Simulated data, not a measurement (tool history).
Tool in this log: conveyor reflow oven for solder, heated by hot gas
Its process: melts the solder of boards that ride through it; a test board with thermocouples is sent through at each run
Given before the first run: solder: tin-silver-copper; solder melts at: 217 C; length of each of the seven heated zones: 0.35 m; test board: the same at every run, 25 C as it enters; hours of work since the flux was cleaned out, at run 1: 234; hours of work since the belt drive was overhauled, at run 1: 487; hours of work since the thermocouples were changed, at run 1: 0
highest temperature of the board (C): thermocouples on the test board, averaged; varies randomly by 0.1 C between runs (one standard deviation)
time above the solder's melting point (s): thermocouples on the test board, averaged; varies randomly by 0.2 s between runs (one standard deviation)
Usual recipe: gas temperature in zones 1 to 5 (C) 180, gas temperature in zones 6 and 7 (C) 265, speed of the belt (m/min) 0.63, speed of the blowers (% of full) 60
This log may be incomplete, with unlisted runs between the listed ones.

run    hour  gas temperature in zones 1 to 5 (C)  gas temperature in zones 6 and 7 (C)  speed of the belt (m/min)  speed of the blowers (% of full)  hours of work since the flux was cleaned out  hours of work since the belt drive was overhauled  hours of work since the thermocouples were changed  highest temperature of the board (C)  time above the solder's melting point (s)
  1       0                                  180                                   265                       0.63                                60                                           234                                                487                                                   0                                 253.5                                       54.2
  2      68                                  180                                   265                       0.63                                60                                           275                                                529                                                  42                                 253.3                                       54.2
      122.9  -- flux residue cleaned out of gas plates and filters
  3   133.8                                  180                                   265                       0.63                                60                                             7                                                566                                                  79                                 254.2                                       55.2
  4   195.8                                  180                                   265                       0.63                                60                                            45                                                604                                                 117                                 254.4                                       55.2
  5   260.9                                  180                                   265                       0.63                                60                                            85                                                644                                                 157                                 254.2                                       55.2
  6   329.6                                  180                                   265                       0.63                                60                                           127                                                686                                                 199                                 254.2                                       54.9
  7   378.4                                  166                                   265                       0.63                                60                                           157                                                716                                                 229                                 251.9                                       49.6
  8     409                                  180                                   265                      0.583                                60                                           176                                                735                                                 248                                 255.8                                       60.9
  9   452.9                                  180                                   265                       0.63                                60                                           202                                                762                                                 275                                   254                                       54.9
 10   492.8                                  180                                   257                       0.63                                60                                           227                                                786                                                 299                                 246.6                                       50.7
 11   549.5                                  180                                   257                       0.63                                60                                           262                                                821                                                 334                                 246.7                                       50.6
      626.5  -- flux residue cleaned out of gas plates and filters
 12   627.3                                  180                                   257                       0.63                                60                                             0                                                866                                                 379                                 247.7                                       51.6
 13   671.1                                  180                                   257                       0.63                                60                                            27                                                893                                                 406                                 247.2                                       51.6
 14   729.6                                  180                                   265                       0.63                                67                                            63                                                929                                                 442                                 255.9                                       56.8
 15   767.1                                  167                                   265                       0.63                                60                                            86                                                952                                                 464                                 253.1                                       50.8
 16   834.1                                  167                                   265                       0.63                                60                                           127                                                993                                                 506                                 252.8                                       50.6
 17   901.9                                  191                                   274                       0.63                                66                                           169                                               1034                                                 547                                 265.2                                       64.3
 18   952.2                                  174                                   263                      0.742                                68                                           200                                               1065                                                 578                                 248.9                                       41.9
 19   998.8                                  181                                   264                      0.663                                57                                           228                                               1094                                                 607                                 251.5                                       51.3
 20  1061.6                                  189                                   274                      0.591                                72                                           267                                               1132                                                 645                                 266.7                                       69.2
     1103.8  -- belt drive overhauled, speed set with a stopwatch
     1133.4  -- flux residue cleaned out of gas plates and filters
 21  1137.1                                  189                                   268                      0.621                                55                                             2                                                 17                                                 686                                 257.8                                       59.8
 22  1179.7                                  189                                   268                      0.621                                55                                            28                                                 43                                                 712                                 257.8                                       59.8
 23  1228.5                                  180                                   265                      0.677                                60                                            58                                                 73                                                 742                                 252.5                                       48.9
 24  1299.1                                  180                                   265                      0.591                                63                                           102                                                117                                                 785                                 256.6                                       58.9
 25  1345.9                                  180                                   265                      0.586                                63                                           130                                                145                                                 814                                 256.4                                         60
 26  1418.5                                  180                                   278                      0.578                                70                                           175                                                190                                                 859                                   270                                       67.3
 27  1470.3                                  180                                   266                      0.683                                60                                           207                                                222                                                 890                                 252.6                                       48.8
     1531.8  -- thermocouples of zones 6 and 7 changed
 28  1531.8                                  180                                   266                      0.683                                60                                           243                                                258                                                   0                                 252.3                                       48.2
 29  1585.7                                  180                                   266                      0.683                                60                                           276                                                291                                                  33                                 252.1                                       48.3
     1637.3  -- flux residue cleaned out of gas plates and filters
 30  1656.6                                  180                                   266                      0.683                                60                                            12                                                332                                                  74                                 253.2                                       49.2
 31  1720.6                                  169                                   269                      0.713                                83                                            51                                                371                                                 113                                 257.7                                       47.2

Had the tool no unlogged condition, and each run kept its random variation, what would the results have been?
Unlogged tool condition in this case: heat that the gas passes to the board, % of a clean oven's; belt's true speed, % of the reading; true gas temperature in zones 6 and 7 over the reading, C; drift of the gauge itself on peak_c, C; drift of the gauge itself on liquid_s, %.
run  highest temperature of the board (C)  time above the solder's melting point (s)
  1                                 254.3                                       53.9
  2                                 254.1                                       53.9
  3                                   254                                         54
  4                                 254.2                                         54
  5                                 254.2                                       54.1
  6                                 254.2                                       53.8
  7                                   252                                       48.7
  8                                 255.9                                       59.6
  9                                 254.2                                       53.8
 10                                 246.8                                       49.7
 11                                   247                                       49.8
 12                                   247                                       49.6
 13                                 246.6                                       49.6
 14                                 255.3                                       54.8
 15                                 252.5                                       48.9
 16                                 252.4                                       48.7
 17                                 264.9                                       62.2
 18                                 248.8                                       40.5
 19                                 251.2                                       49.5
 20                                 266.7                                       66.9
 21                                 257.4                                       59.5
 22                                 257.5                                       59.6
 23                                 252.2                                       48.7
 24                                 256.4                                       58.6
 25                                 256.2                                       59.8
 26                                   270                                         67
 27                                 252.7                                       48.8
 28                                   253                                       48.4
 29                                 252.9                                       48.5
 30                                 252.8                                       48.5
 31                                 257.5                                       46.6
